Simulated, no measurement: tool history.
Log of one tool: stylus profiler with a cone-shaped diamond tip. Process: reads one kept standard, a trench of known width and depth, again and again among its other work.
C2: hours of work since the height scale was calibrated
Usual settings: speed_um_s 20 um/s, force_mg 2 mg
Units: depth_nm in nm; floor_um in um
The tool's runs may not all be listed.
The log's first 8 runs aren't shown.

{"run": 9, "hour": 191.2, "speed_um_s": 20, "force_mg": 2.14, "scans with this tip": 8862, "C2": 762, "depth_nm": 1013.76, "floor_um": 16.52}
{"run": 10, "hour": 211.4, "speed_um_s": 20, "force_mg": 2.14, "scans with this tip": 9046, "C2": 778, "depth_nm": 1013.77, "floor_um": 16.48}
{"run": 11, "hour": 233.2, "speed_um_s": 20, "force_mg": 2.14, "scans with this tip": 9246, "C2": 795, "depth_nm": 1013.4, "floor_um": 16.39}
{"run": 12, "hour": 248.4, "speed_um_s": 20, "force_mg": 2.14, "scans with this tip": 9384, "C2": 807, "depth_nm": 1013.79, "floor_um": 16.5}
{"run": 13, "hour": 270.3, "speed_um_s": 20, "force_mg": 1.24, "scans with this tip": 9585, "C2": 824, "depth_nm": 1009.63, "floor_um": 16.44}
{"run": 14, "hour": 286.2, "speed_um_s": 20, "force_mg": 3.62, "scans with this tip": 9730, "C2": 837, "depth_nm": 1019.59, "floor_um": 16.46}
{"run": 15, "hour": 302.7, "speed_um_s": 20, "force_mg": 3.62, "scans with this tip": 9880, "C2": 850, "depth_nm": 1019.5, "floor_um": 16.45}
{"run": 16, "hour": 334.8, "speed_um_s": 20, "force_mg": 2, "scans with this tip": 10174, "C2": 875, "depth_nm": 1013.27, "floor_um": 16.47}
{"run": 17, "hour": 350.3, "speed_um_s": 20, "force_mg": 5.53, "scans with this tip": 10316, "C2": 887, "depth_nm": 1026.23, "floor_um": 16.49}
{"run": 18, "hour": 364.2, "speed_um_s": 20, "force_mg": 5.53, "scans with this tip": 10443, "C2": 898, "depth_nm": 1026.03, "floor_um": 16.52}
{"run": 19, "hour": 386.1, "speed_um_s": 49, "force_mg": 3.66, "scans with this tip": 10642, "C2": 915, "depth_nm": 1019.6, "floor_um": 16.42}
{"run": 20, "hour": 400.0, "speed_um_s": 20, "force_mg": 2.99, "scans with this tip": 10770, "C2": 926, "depth_nm": 1017.37, "floor_um": 16.46}
{"run": 21, "hour": 432.9, "speed_um_s": 12, "force_mg": 2, "scans with this tip": 11070, "C2": 952, "depth_nm": 1013.16, "floor_um": 16.49}
{"run": 22, "hour": 465.9, "speed_um_s": 7, "force_mg": 0.74, "scans with this tip": 11372, "C2": 978, "depth_nm": 1006.67, "floor_um": 16.5}
{"run": 23, "hour": 498.2, "speed_um_s": 74, "force_mg": 1.41, "scans with this tip": 11667, "C2": 1003, "depth_nm": 1010.39, "floor_um": 16.2}
{"run": 24, "hour": 520.2, "speed_um_s": 38, "force_mg": 4.52, "scans with this tip": 11867, "C2": 1021, "depth_nm": 1022.8, "floor_um": 16.45}
{"hour": 538.5, "done": "height scale calibrated on a step standard"}
{"run": 25, "hour": 538.5, "speed_um_s": 10, "force_mg": 0.84, "scans with this tip": 12030, "C2": 0, "depth_nm": 1007.3, "floor_um": 16.52}
{"run": 26, "hour": 556.6, "speed_um_s": 20, "force_mg": 3.46, "scans with this tip": 12196, "C2": 14, "depth_nm": 1018.68, "floor_um": 16.42}
{"run": 27, "hour": 587.4, "speed_um_s": 9, "force_mg": 3.46, "scans with this tip": 12477, "C2": 38, "depth_nm": 1018.96, "floor_um": 16.5}
{"run": 28, "hour": 612.6, "speed_um_s": 37, "force_mg": 3.52, "scans with this tip": 12707, "C2": 58, "depth_nm": 1019.21, "floor_um": 16.4}
{"run": 29, "hour": 627.7, "speed_um_s": 37, "force_mg": 3.52, "scans with this tip": 12845, "C2": 70, "depth_nm": 1019.34, "floor_um": 16.43}
{"run": 30, "hour": 646.0, "speed_um_s": 65, "force_mg": 1.78, "scans with this tip": 13013, "C2": 85, "depth_nm": 1012.52, "floor_um": 16.25}
{"run": 31, "hour": 659.9, "speed_um_s": 24, "force_mg": 1.57, "scans with this tip": 13139, "C2": 95, "depth_nm": 1011.26, "floor_um": 16.41}
{"run": 32, "hour": 677.0, "speed_um_s": 24, "force_mg": 1.57, "scans with this tip": 13296, "C2": 109, "depth_nm": 1011.19, "floor_um": 16.39}
{"run": 33, "hour": 707.0, "speed_um_s": 43, "force_mg": 5.83, "scans with this tip": 13569, "C2": 132, "depth_nm": 1026.67, "floor_um": 16.45}

3 ways to go on from here, each from the tool as it stands after run 33. What would each give?
{"run": "A", "hour": 726.7, "speed_um_s": 16, "force_mg": 2.19, "scans with this tip": 13749, "C2": 148, "depth_nm": "?", "floor_um": "?"}
{"run": "B", "hour": 726.7, "speed_um_s": 27, "force_mg": 4.84, "scans with this tip": 13749, "C2": 148, "depth_nm": "?", "floor_um": "?"}
{"run": "C", "hour": 726.7, "speed_um_s": 10, "force_mg": 5.83, "scans with this tip": 13749, "C2": 148, "depth_nm": "?", "floor_um": "?"}

run=A depth_nm=1013.69 floor_um=16.48
run=B depth_nm=1023.81 floor_um=16.45
run=C depth_nm=1027.02 floor_um=16.49
Without the tool's hidden state the same runs would have given:
run=A depth_nm=1013.68 floor_um=16.49
run=B depth_nm=1023.8 floor_um=16.47
run=C depth_nm=1027.02 floor_um=16.51
